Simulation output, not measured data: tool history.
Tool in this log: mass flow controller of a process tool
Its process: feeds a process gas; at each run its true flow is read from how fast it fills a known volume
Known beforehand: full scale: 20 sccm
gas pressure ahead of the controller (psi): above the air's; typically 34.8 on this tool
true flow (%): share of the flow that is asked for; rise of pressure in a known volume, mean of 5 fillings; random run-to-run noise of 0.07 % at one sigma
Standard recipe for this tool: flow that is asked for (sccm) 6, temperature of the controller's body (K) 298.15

| run | hour | flow that is asked for (sccm) | gas pressure ahead of the controller (psi) | temperature of the controller's body (K) | true flow (%) |
|---|---|---|---|---|---|
| 1 | 0 | 6 | 34.8 | 298.15 | 98.79 |
| 2 | 54.6 | 6 | 34.8 | 298.15 | 98.76 |
| 3 | 115.1 | 6 | 34.8 | 298.15 | 98.73 |
| 4 | 176.5 | 6 | 34.8 | 298.15 | 98.96 |
| 5 | 225.4 | 6 | 34.8 | 298.15 | 98.71 |
| 6 | 281.6 | 6 | 34.8 | 298.15 | 98.83 |
| 7 | 324.1 | 6 | 34.8 | 298.15 | 98.99 |
| 8 | 401.2 | 6 | 34.8 | 298.15 | 98.9 |
| 9 | 503.1 | 6 | 34.8 | 298.15 | 99.02 |
| 10 | 590.7 | 10 | 34.8 | 304.15 | 99.15 |
| 11 | 667.8 | 10 | 34.8 | 304.15 | 99.31 |
| 12 | 724.6 | 14 | 28.3 | 298.15 | 100.21 |
| 13 | 793 | 2 | 23.6 | 303.15 | 99.38 |
| 14 | 895.2 | 3 | 23.6 | 299.15 | 99.58 |
| 15 | 958.1 | 7 | 21.6 | 300.15 | 99.93 |
| 16 | 1040.2 | 7 | 37.3 | 294.15 | 99.56 |
| 17 | 1102 | 8 | 23.4 | 300.15 | 100 |
| 18 | 1179.5 | 8 | 23.4 | 300.15 | 100.05 |

Below are 4 alternative next runs, each starting from the tool's condition after run 18. Predict each:
| A | 1246 | 8 | 32.8 | 296.15 | ? |
| B | 1246 | 5 | 30.5 | 297.15 | ? |
| C | 1246 | 6 | 20.5 | 300.15 | ? |
| D | 1246 | 6 | 38 | 298.15 | ? |

| run | true flow (%) |
|---|---|
| A | 99.92 |
| B | 99.72 |
| C | 100.2 |
| D | 99.44 |
Without the tool's hidden state the same runs would have given:
| run | true flow (%) |
|---|---|
| A | 99.02 |
| B | 98.82 |
| C | 99.3 |
| D | 98.55 |

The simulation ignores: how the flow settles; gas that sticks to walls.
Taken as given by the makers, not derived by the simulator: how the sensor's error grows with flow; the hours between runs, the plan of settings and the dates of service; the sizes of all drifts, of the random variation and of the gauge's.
